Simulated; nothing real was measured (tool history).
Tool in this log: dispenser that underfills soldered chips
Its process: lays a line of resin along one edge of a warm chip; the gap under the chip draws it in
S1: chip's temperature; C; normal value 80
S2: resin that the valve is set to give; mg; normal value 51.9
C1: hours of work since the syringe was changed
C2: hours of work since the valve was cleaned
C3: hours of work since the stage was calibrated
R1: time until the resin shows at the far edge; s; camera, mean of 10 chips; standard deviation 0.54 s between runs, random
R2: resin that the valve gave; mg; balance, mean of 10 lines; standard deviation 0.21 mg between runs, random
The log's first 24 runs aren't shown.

run	hour	S1	S2	C1	C2	C3	R1	R2
# hour 315.4: new syringe of resin
25	321.6	80	58.1	4	35	278	58.9	56.59
# hour 329.8: new syringe of resin
26	330.6	77	51.0	1	41	283	51.4	49.70
27	338.8	77	56.3	6	46	289	81.3	54.65
# hour 344.0: new syringe of resin
28	350.1	67	65.1	4	53	296	104.1	62.87
# hour 358.1: new syringe of resin
29	361.9	67	65.1	2	61	303	88.9	62.06
30	371.2	67	53.4	9	67	309	159.6	50.71
# hour 372.9: new syringe of resin
31	378.9	67	53.4	4	72	314	106.4	50.43
# hour 387.1: new syringe of resin
32	395.9	95	56.2	6	83	325	37.7	52.86
# hour 401.3: new syringe of resin
33	408.4	95	56.2	5	91	333	33.8	52.70
# hour 414.2: dispensing valve cleaned and set on the balance
# hour 416.1: new syringe of resin
34	424.6	77	54.5	6	7	343	76.7	54.24
# hour 429.7: new syringe of resin
35	435.5	75	49.7	4	14	350	72.0	49.13

Below are 3 alternative next runs, each starting from the tool's condition after run 35. Predict each:
# hour 444.3: new syringe of resin
A	451.5	80	44.4	5	24	360	?	?
# hour 444.3: new syringe of resin
B	451.5	73	52.8	5	24	360	?	?
# hour 444.3: new syringe of resin
C	451.5	90	62.4	5	24	360	?	?

run	R1	R2
A	66.1	43.46
B	86.9	51.47
C	41.4	61.41
Stripped of hidden state, with their random variation kept, the same runs would have yielded:
run	R1	R2
A	46.2	44.28
B	61.6	52.45
C	28.9	62.58

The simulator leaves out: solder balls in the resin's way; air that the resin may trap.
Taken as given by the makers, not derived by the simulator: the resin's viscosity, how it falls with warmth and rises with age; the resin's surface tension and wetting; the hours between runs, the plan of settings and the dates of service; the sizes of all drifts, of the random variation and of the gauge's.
